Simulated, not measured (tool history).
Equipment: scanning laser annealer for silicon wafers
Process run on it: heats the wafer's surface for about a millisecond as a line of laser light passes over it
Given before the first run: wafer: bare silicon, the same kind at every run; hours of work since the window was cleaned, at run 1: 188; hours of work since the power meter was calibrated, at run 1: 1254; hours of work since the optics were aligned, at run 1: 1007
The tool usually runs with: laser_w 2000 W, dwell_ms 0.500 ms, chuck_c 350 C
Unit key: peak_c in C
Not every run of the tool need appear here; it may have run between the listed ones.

run	hour	laser_w	dwell_ms	chuck_c	hours of work since the window was cleaned	hours of work since the power meter was calibrated	hours of work since the optics were aligned	peak_c
1	0.0	2000	0.500	350	188	1254	1007	1068
2	36.2	2000	0.500	350	215	1281	1034	1066
3	86.2	2000	0.500	350	252	1318	1071	1063
4	121.3	2000	0.500	350	278	1344	1097	1059
5	174.8	2000	0.500	350	318	1383	1137	1057
6	216.3	2000	0.547	350	348	1414	1167	1088
7	259.5	2000	0.547	350	380	1446	1199	1090
8	289.5	2000	0.500	350	402	1468	1221	1052
9	320.0	2000	0.500	350	425	1491	1244	1053
10	365.1	2000	0.500	350	458	1524	1277	1047
11	425.9	2000	0.500	335	503	1569	1322	1029
12	481.9	2000	0.603	335	545	1610	1364	1099
13	517.3	2000	0.500	350	571	1636	1390	1038
# hour 567.0: window over the wafer cleaned
14	573.9	1981	0.500	386	5	1677	1430	1101
15	609.9	2047	0.500	325	32	1703	1457	1067
16	659.5	2079	0.461	349	68	1740	1493	1073
17	699.0	2079	0.461	374	98	1769	1522	1096
18	729.2	2112	0.495	369	120	1791	1545	1125
19	777.4	1916	0.509	388	155	1827	1580	1076

What does the tool deliver on the next run?
20	817.8	2000	0.500	348	185	1857	1610	?

peak_c: 1060 C
If the tool had no hidden condition, the same run with the same run-to-run variation would have returned peak_c 1082 C.
